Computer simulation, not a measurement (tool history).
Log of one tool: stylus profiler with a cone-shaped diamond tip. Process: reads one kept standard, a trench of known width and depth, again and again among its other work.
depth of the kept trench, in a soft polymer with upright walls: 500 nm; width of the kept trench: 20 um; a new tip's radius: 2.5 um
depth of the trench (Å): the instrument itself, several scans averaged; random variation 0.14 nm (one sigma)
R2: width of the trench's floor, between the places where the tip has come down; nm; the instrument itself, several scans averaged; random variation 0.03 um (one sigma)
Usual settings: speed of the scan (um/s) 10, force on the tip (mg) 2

run 1 day=0 | speed_of_the_scan_(um/s)=10 force_on_the_tip_(mg)=2 | depth_of_the_trench_(Å)=5045.4 R2=15780
run 2 day=1.417 | speed_of_the_scan_(um/s)=10 force_on_the_tip_(mg)=2 | depth_of_the_trench_(Å)=5049 R2=15720
run 3 day=2.854 | speed_of_the_scan_(um/s)=10 force_on_the_tip_(mg)=2 | depth_of_the_trench_(Å)=5047.4 R2=15660
run 4 day=3.921 | speed_of_the_scan_(um/s)=10 force_on_the_tip_(mg)=4.13 | depth_of_the_trench_(Å)=5072 R2=15690
run 5 day=4.771 | speed_of_the_scan_(um/s)=10 force_on_the_tip_(mg)=2 | depth_of_the_trench_(Å)=5048.3 R2=15590
run 6 day=5.462 | speed_of_the_scan_(um/s)=10 force_on_the_tip_(mg)=3 | depth_of_the_trench_(Å)=5060.7 R2=15660
run 7 day=6.717 | speed_of_the_scan_(um/s)=10 force_on_the_tip_(mg)=3 | depth_of_the_trench_(Å)=5063.9 R2=15550
run 8 day=8.258 | speed_of_the_scan_(um/s)=10 force_on_the_tip_(mg)=2 | depth_of_the_trench_(Å)=5052.4 R2=15510
run 9 day=9.05 | speed_of_the_scan_(um/s)=10 force_on_the_tip_(mg)=2 | depth_of_the_trench_(Å)=5050.5 R2=15510
run 10 day=9.992 | speed_of_the_scan_(um/s)=10 force_on_the_tip_(mg)=2 | depth_of_the_trench_(Å)=5052 R2=15510
run 11 day=10.962 | speed_of_the_scan_(um/s)=10 force_on_the_tip_(mg)=3.47 | depth_of_the_trench_(Å)=5067.2 R2=15500
run 12 day=12.2 | speed_of_the_scan_(um/s)=10 force_on_the_tip_(mg)=3.47 | depth_of_the_trench_(Å)=5066.2 R2=15450
run 13 day=13.796 | speed_of_the_scan_(um/s)=10 force_on_the_tip_(mg)=1.79 | depth_of_the_trench_(Å)=5047.6 R2=15410
run 14 day=14.675 | speed_of_the_scan_(um/s)=10 force_on_the_tip_(mg)=1.79 | depth_of_the_trench_(Å)=5047.8 R2=15390
run 15 day=15.712 | speed_of_the_scan_(um/s)=10 force_on_the_tip_(mg)=1.79 | depth_of_the_trench_(Å)=5048.2 R2=15350
run 16 day=16.404 | speed_of_the_scan_(um/s)=10 force_on_the_tip_(mg)=1.79 | depth_of_the_trench_(Å)=5046.9 R2=15380

Run 17 comes next. What will it give?
run 17 day=17.704 | speed_of_the_scan_(um/s)=10 force_on_the_tip_(mg)=3.82 | depth_of_the_trench_(Å)=? R2=?

depth of the trench (Å): 5073.3
R2: 15350 nm
Without the tool's hidden state the same run would have given depth of the trench (Å) 5058.9, R2 16980 nm.
